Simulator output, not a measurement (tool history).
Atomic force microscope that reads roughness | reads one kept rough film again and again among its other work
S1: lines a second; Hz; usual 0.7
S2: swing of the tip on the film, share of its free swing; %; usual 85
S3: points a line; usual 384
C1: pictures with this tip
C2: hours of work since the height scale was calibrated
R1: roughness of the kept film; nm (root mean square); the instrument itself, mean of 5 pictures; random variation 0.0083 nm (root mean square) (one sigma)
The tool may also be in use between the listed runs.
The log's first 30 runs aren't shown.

run 31 hour=342.6 | S1=0.7 S2=74 S3=506 | C1=132 C2=179 | R1=1.612
run 32 hour=356.5 | S1=3.802 S2=71 S3=886 | C1=151 C2=185 | R1=1.38
run 33 hour=371.4 | S1=3.802 S2=71 S3=886 | C1=172 C2=192 | R1=1.346
run 34 hour=385.9 | S1=3.802 S2=71 S3=886 | C1=192 C2=198 | R1=1.322
run 35 hour=399.1 | S1=3.802 S2=71 S3=886 | C1=211 C2=204 | R1=1.295
run 36 hour=413.1 | S1=3.802 S2=71 S3=886 | C1=231 C2=210 | R1=1.262
run 37 hour=427.7 | S1=0.538 S2=85 S3=414 | C1=251 C2=216 | R1=1.395
run 38 hour=436.2 | S1=0.986 S2=57 S3=682 | C1=263 C2=220 | R1=1.46
-- hour=452.5 new tip fitted
run 39 hour=452.7 | S1=0.694 S2=64 S3=682 | C1=0 C2=227 | R1=1.931

4 ways to go on from here, each from the tool as it stands after run 39. What would each give?
run A hour=464.6 | S1=0.694 S2=71 S3=682 | C1=17 C2=232 | R1=?
run B hour=464.6 | S1=1.662 S2=64 S3=298 | C1=17 C2=232 | R1=?
run C hour=464.6 | S1=0.7 S2=58 S3=384 | C1=17 C2=232 | R1=?
run D hour=464.6 | S1=1.502 S2=85 S3=384 | C1=17 C2=232 | R1=?

run=A R1=1.865
run=B R1=1.786
run=C R1=1.874
run=D R1=1.634
Without the tool's hidden state the same runs would have given:
run=A R1=1.931
run=B R1=1.849
run=C R1=1.941
run=D R1=1.692
